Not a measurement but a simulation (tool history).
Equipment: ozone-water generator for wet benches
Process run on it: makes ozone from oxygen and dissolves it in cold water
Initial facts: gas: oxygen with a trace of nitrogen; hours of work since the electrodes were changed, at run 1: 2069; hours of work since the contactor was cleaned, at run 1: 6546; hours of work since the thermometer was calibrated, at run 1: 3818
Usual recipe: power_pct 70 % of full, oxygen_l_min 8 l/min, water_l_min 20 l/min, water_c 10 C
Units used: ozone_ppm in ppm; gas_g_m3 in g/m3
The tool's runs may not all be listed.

run	day	power_pct	oxygen_l_min	water_l_min	water_c	hours of work since the electrodes were changed	hours of work since the contactor was cleaned	hours of work since the thermometer was calibrated	ozone_ppm	gas_g_m3
1	0	70	8	20	10	2069	6546	3818	22.2	152.8
2	3.046	70	8	20	10	2132	6609	3881	22	153.4
3	5.258	70	8	20	10	2178	6655	3927	21.8	154.7
4	6.854	70	8	20	10	2211	6688	3960	21.9	155.9
5	9.533	70	5.09	20	10	2267	6744	4016	21.3	196.7
# day 11.129: contactor cleaned
6	12.329	70	8	20	10	2321	25	4071	22.1	154.2
7	14.462	70	8	20	10	2366	69	4115	21.7	153.2
8	17.454	70	8	20	10	2428	131	4177	22	155
9	19.45	70	8	20	10	2469	173	4219	22	155.3
10	21.892	70	5	20	10	2520	224	4269	21.9	199.5
11	25.012	70	5	20	10	2585	288	4334	22.1	198.6
12	27.375	59	8	20	10	2634	337	4383	19.2	134.9
13	30.429	59	8	20	10	2697	401	4447	19	133.5
14	32.45	59	8	20	10	2739	443	4489	18.9	134.7
15	34.9	70	4.07	30	8	2790	494	4539	15.3	226.6
16	38.208	70	4.07	30	8	2859	562	4608	15.2	224.9
17	39.583	70	4.07	30	8	2887	591	4637	15	227.2
18	41.004	69	4.82	30	9	2917	620	4666	15.4	200.8
# day 43.471: water thermometer calibrated
19	43.925	70	8	23	9	2977	681	9	20.1	154.2
20	46.375	70	8	13	7	3028	732	60	30.1	154.5
21	48.929	68	13.09	17	13	3081	785	113	20.8	115.2
22	50.429	68	13.09	17	13	3112	816	145	20.9	115.4
23	51.888	68	4.96	18	13	3142	846	175	22.1	200
24	53.858	68	4.96	18	13	3183	887	216	22	196.7
25	55.688	68	4.96	18	13	3221	925	254	22.3	197.8
26	58.371	68	4.96	14	13	3277	981	309	26.6	198

Consider 5 possible next runs. They are alternatives, not a sequence: every one starts from the tool as it was left by run 26. What does each give?
A	59.904	68	13.9	24	7	3309	1012	341	?	?
B	59.904	70	13.88	28	7	3309	1012	341	?	?
C	59.904	68	14.17	25	13	3309	1012	341	?	?
D	59.904	53	11.68	20	14	3309	1012	341	?	?
E	59.904	48	11.68	14	5	3309	1012	341	?	?

run	ozone_ppm	gas_g_m3
A	19.2	111.5
B	17.6	114.8
C	16.9	109.6
D	15.5	99.8
E	20.8	91.6
Without the tool's unlogged condition, the same runs would have read:
run	ozone_ppm	gas_g_m3
A	19.2	111.6
B	17.7	115
C	16.9	109.7
D	15.5	99.9
E	20.8	91.7
